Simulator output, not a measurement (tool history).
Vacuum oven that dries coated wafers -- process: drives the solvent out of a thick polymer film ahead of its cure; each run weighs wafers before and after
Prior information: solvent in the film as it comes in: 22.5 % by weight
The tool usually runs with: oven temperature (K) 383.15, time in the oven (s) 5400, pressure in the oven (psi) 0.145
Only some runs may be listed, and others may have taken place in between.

run,hour,oven temperature (K),time in the oven (s),pressure in the oven (psi),solvent left in the film (%)
1,0.0,383.15,5400,0.145,1.92
2,19.3,379.15,5400,0.145,2.44
3,32.6,379.15,5400,0.145,2.55
4,48.2,383.15,5400,0.145,1.87
5,72.3,383.15,5400,0.186,1.99
6,92.0,383.15,5400,0.186,2.10
7,116.9,383.15,5400,0.145,1.81
8,129.1,383.15,5400,0.145,1.90
9,145.6,383.15,5400,0.145,1.85
10,172.9,383.15,5400,0.145,1.87
11,194.3,383.15,5400,0.145,1.90
12,217.1,383.15,5400,0.145,1.90
13,229.8,371.15,5400,0.145,4.51
14,254.7,371.15,5400,0.167,4.53
15,276.3,371.15,5400,0.167,4.69
16,287.7,371.15,5400,0.167,4.60
17,312.9,371.15,5400,0.167,4.59
18,335.6,386.15,7740,0.145,0.89
19,357.2,386.15,7740,0.145,0.95
20,384.7,379.15,5700,0.257,2.97
# hour 387.6: vacuum gauge cleaned of residue and calibrated
21,406.8,395.15,3780,0.393,2.26
22,425.4,395.15,3780,0.393,2.15
23,437.0,382.15,5280,0.181,2.44
24,456.9,388.15,3780,0.145,2.47
25,470.7,385.15,3780,0.145,3.08
26,496.5,377.15,2760,0.284,7.60
27,509.1,378.15,3900,0.551,6.26
28,528.8,378.15,3900,0.551,6.59
# hour 532.4: vacuum gauge cleaned of residue and calibrated, once more
29,555.1,374.15,5400,0.136,3.57
30,579.4,381.15,6000,0.081,1.52
31,604.7,381.15,6000,0.081,1.58
32,631.1,381.15,6000,0.081,1.48
33,644.8,387.15,4380,0.083,1.79

What would each run have given without the hidden state, its run-to-run variation left as it was?
The tool's hidden condition here consists of: true wafer temperature over the reading, C; true pressure over the reading, kPa; drift of the gauge itself on solvent_pct, %.
run,solvent left in the film (%)
1,1.78
2,2.26
3,2.36
4,1.72
5,1.82
6,1.93
7,1.63
8,1.72
9,1.66
10,1.67
11,1.70
12,1.69
13,4.15
14,4.17
15,4.31
16,4.21
17,4.19
18,0.75
19,0.80
20,2.64
21,2.02
22,1.92
23,2.11
24,2.15
25,2.72
26,7.10
27,5.75
28,6.06
29,3.26
30,1.33
31,1.38
32,1.27
33,1.58

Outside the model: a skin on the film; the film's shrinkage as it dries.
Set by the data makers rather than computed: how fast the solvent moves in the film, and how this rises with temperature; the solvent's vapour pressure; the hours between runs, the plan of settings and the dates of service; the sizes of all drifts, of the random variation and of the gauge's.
